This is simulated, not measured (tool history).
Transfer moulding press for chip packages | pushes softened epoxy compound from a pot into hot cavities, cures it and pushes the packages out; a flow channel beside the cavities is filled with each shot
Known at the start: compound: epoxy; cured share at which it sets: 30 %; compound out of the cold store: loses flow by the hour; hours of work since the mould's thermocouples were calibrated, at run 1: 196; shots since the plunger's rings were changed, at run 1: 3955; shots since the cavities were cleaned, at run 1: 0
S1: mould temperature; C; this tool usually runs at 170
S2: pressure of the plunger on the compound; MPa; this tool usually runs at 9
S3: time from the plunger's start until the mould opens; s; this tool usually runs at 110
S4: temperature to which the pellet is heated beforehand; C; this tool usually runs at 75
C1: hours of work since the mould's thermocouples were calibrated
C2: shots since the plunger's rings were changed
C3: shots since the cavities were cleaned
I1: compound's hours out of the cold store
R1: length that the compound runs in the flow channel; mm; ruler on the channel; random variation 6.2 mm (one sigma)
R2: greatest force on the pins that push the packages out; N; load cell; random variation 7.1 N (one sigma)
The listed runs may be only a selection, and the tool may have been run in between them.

run 1 day=0 | S1=170 S2=9 S3=110 S4=75 | C1=196 C2=3955 C3=0 | I1=33.1 | R1=625 R2=286
run 2 day=0.4 | S1=170 S2=9 S3=110 S4=75 | C1=202 C2=4063 C3=108 | I1=10.4 | R1=657 R2=364
run 3 day=0.804 | S1=170 S2=9 S3=110 S4=75 | C1=209 C2=4173 C3=218 | I1=18.3 | R1=646 R2=401
run 4 day=1.062 | S1=170 S2=9 S3=110 S4=75 | C1=213 C2=4243 C3=288 | I1=36.7 | R1=614 R2=439
run 5 day=1.233 | S1=170 S2=9 S3=110 S4=75 | C1=216 C2=4289 C3=334 | I1=40.6 | R1=607 R2=437
run 6 day=1.471 | S1=170 S2=9 S3=110 S4=75 | C1=220 C2=4353 C3=398 | I1=23.1 | R1=640 R2=469
run 7 day=1.754 | S1=170 S2=9 S3=110 S4=75 | C1=225 C2=4430 C3=475 | I1=18.8 | R1=637 R2=484
-- day=1.962 cavities cleaned with cleaning compound and waxed
run 8 day=2.025 | S1=170 S2=9 S3=110 S4=75 | C1=228 C2=4487 C3=17 | I1=43.8 | R1=604 R2=293
-- day=2.146 mould's thermocouples calibrated
run 9 day=2.412 | S1=170 S2=9 S3=110 S4=75 | C1=4 C2=4569 C3=99 | I1=26.7 | R1=627 R2=349
run 10 day=2.704 | S1=170 S2=9 S3=110 S4=75 | C1=9 C2=4648 C3=178 | I1=37.5 | R1=601 R2=366
run 11 day=3.083 | S1=174 S2=10.53 S3=115 S4=73 | C1=15 C2=4751 C3=281 | I1=47.3 | R1=622 R2=380
run 12 day=3.462 | S1=174 S2=10.53 S3=115 S4=73 | C1=22 C2=4853 C3=383 | I1=23.9 | R1=680 R2=411
run 13 day=3.642 | S1=173 S2=9.46 S3=123 S4=70 | C1=25 C2=4902 C3=432 | I1=31.4 | R1=620 R2=418
run 14 day=3.846 | S1=174 S2=9 S3=110 S4=75 | C1=28 C2=4957 C3=487 | I1=39.3 | R1=594 R2=423
-- day=4.012 cavities cleaned with cleaning compound and waxed
-- day=4.158 mould's thermocouples calibrated, once more
run 15 day=4.383 | S1=174 S2=9 S3=110 S4=75 | C1=4 C2=5063 C3=78 | I1=31.2 | R1=603 R2=302
-- day=4.692 plunger's sealing rings changed
run 16 day=4.808 | S1=170 S2=9 S3=107 S4=74 | C1=9 C2=31 C3=165 | I1=46.4 | R1=646 R2=379
run 17 day=5.15 | S1=171 S2=8.1 S3=110 S4=82 | C1=15 C2=124 C3=258 | I1=15.2 | R1=667 R2=400
run 18 day=5.525 | S1=167 S2=8.1 S3=110 S4=70 | C1=21 C2=225 C3=359 | I1=24.7 | R1=653 R2=549
run 19 day=5.696 | S1=172 S2=8.1 S3=110 S4=70 | C1=24 C2=271 C3=405 | I1=19 | R1=649 R2=428

Consider 4 possible next runs. They are alternatives, not a sequence: every one starts from the tool as it was left by run 19. What does each give?
run A day=6.008 | S1=172 S2=9.7 S3=110 S4=66 | C1=29 C2=356 C3=490 | I1=27.7 | R1=? R2=?
run B day=6.008 | S1=172 S2=7.87 S3=104 S4=67 | C1=29 C2=356 C3=490 | I1=13.8 | R1=? R2=?
run C day=6.008 | S1=170 S2=9 S3=92 S4=75 | C1=29 C2=356 C3=490 | I1=37.3 | R1=? R2=?
run D day=6.008 | S1=174 S2=7.82 S3=125 S4=75 | C1=29 C2=356 C3=490 | I1=26.5 | R1=? R2=?

run=A R1=693 R2=456
run=B R1=648 R2=515
run=C R1=660 R2=667
run=D R1=614 R2=437
Had the tool no hidden state, the same runs would have come out as:
run=A R1=697 R2=268
run=B R1=652 R2=304
run=C R1=664 R2=393
run=D R1=618 R2=256
